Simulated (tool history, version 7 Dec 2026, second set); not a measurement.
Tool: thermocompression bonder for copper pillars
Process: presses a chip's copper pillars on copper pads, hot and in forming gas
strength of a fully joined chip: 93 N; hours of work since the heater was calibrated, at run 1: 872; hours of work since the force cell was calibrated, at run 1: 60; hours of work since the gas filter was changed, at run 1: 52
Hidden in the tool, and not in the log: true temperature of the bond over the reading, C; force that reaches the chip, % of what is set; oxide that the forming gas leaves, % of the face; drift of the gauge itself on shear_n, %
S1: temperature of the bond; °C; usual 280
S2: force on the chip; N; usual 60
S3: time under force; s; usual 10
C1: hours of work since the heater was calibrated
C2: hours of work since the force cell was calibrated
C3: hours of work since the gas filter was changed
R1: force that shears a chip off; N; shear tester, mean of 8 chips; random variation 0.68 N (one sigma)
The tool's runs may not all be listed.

run   hour   S1  S2  S3   C1   C2   C3    R1
  1    0.0  280  60  10  872   60   52  40.5
  2    8.9  280  60  10  876   64   57  39.2
  3   16.7  280  60  10  880   68   61  40.9
  4   21.9  280  60  10  882   70   63  39.2
  5   28.3  280  60  10  885   74   66  41.2
  6   32.3  280  60  10  887   75   68  40.6
  7   40.6  280  74  10  891   80   72  49.1
  8   45.6  280  74  10  894   82   75  47.7
  9   51.2  280  74  10  897   85   77  46.8
 10   57.4  280  74  10  900   88   80  49.4
 11   66.1  253  60  10  904   92   85  30.0
 12   75.3  253  60  10  908   97   89  30.0
 13   82.4  253  60  10  912  100   93  28.8
 14   88.7  253  60  10  915  103   96  29.4
 15   96.9  253  60  10  919  107  100  29.9
 16  105.4  270  60  10  923  111  104  36.6
 17  109.7  270  60   7  925  113  106  30.9
 18  116.8  290  60   7  929  117  110  37.9
 19  123.6  303  54   6  932  120  113  36.9
 20  128.2  252  84  10  934  122  115  41.7
 21  132.4  252  84   6  936  124  117  33.3
 22  138.1  271  62  23  939  127  120  50.2
 23  142.1  294  72   7  941  129  122  46.5
 24  147.2  280  90  10  944  132  124  55.3
 25  154.5  303  82  13  947  135  128  64.5
 26  159.4  303  50  13  950  138  130  43.8
 27  165.0  262  60  11  952  140  133  34.2
 28  170.8  276  60  11  955  143  136  39.1
 29  179.2  276  60  11  959  147  140  39.8
 30  183.5  272  60   6  961  150  142  29.2
 31  192.4  272  60   6  966  154  147  28.9
 32  198.2  268  72   6  969  157  149  34.0

4 ways to go on from here, each from the tool as it stands after run 32. What would each give?
     201.5  -- heater calibrated with a thermocouple chip
  A  209.5  277  46  20   4  161  154   ?
     201.5  -- heater calibrated with a thermocouple chip
  B  209.5  260  81   7   4  161  154   ?
     201.5  -- heater calibrated with a thermocouple chip
  C  209.5  253  60   7   4  161  154   ?
     201.5  -- heater calibrated with a thermocouple chip
  D  209.5  299  89  22   4  161  154   ?

run    R1
  A  42.5
  B  41.2
  C  28.7
  D  77.5
Without the tool's hidden state the same runs would have given:
run    R1
  A  44.4
  B  43.0
  C  30.0
  D  80.6
